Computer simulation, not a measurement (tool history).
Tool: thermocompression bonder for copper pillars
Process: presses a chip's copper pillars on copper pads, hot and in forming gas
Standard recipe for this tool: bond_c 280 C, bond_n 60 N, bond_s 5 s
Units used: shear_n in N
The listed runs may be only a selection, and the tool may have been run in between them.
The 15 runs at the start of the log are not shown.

run,hour,bond_c,bond_n,bond_s,shear_n
16,763.5,274,81,5,95.8
17,820.6,280,60,5,80.7
18,850.8,280,60,5,79.8
# hour 891.0: force cell calibrated
19,916.1,280,60,5,81.8
20,985.6,280,60,5,81.0
21,1043.2,280,52,5,70.9
22,1112.5,273,60,10,92.0
# hour 1125.4: forming gas filter changed
23,1148.3,273,60,10,92.7
24,1193.7,288,64,4,86.4
25,1236.1,284,79,5,99.8
26,1276.4,280,45,5,64.0
27,1328.8,259,90,5,87.4
28,1387.8,280,38,5,55.0
29,1433.4,280,38,5,54.2
30,1495.4,301,38,11,89.8
# hour 1552.9: heater calibrated with a thermocouple chip
31,1572.6,264,60,7,75.8

Predict the results of run 32:
# hour 1599.3: forming gas filter changed
32,1630.2,286,61,9,?

shear_n: 102.0 N
Had the tool carried no hidden state, the very same run would have given shear_n 101.9 N.
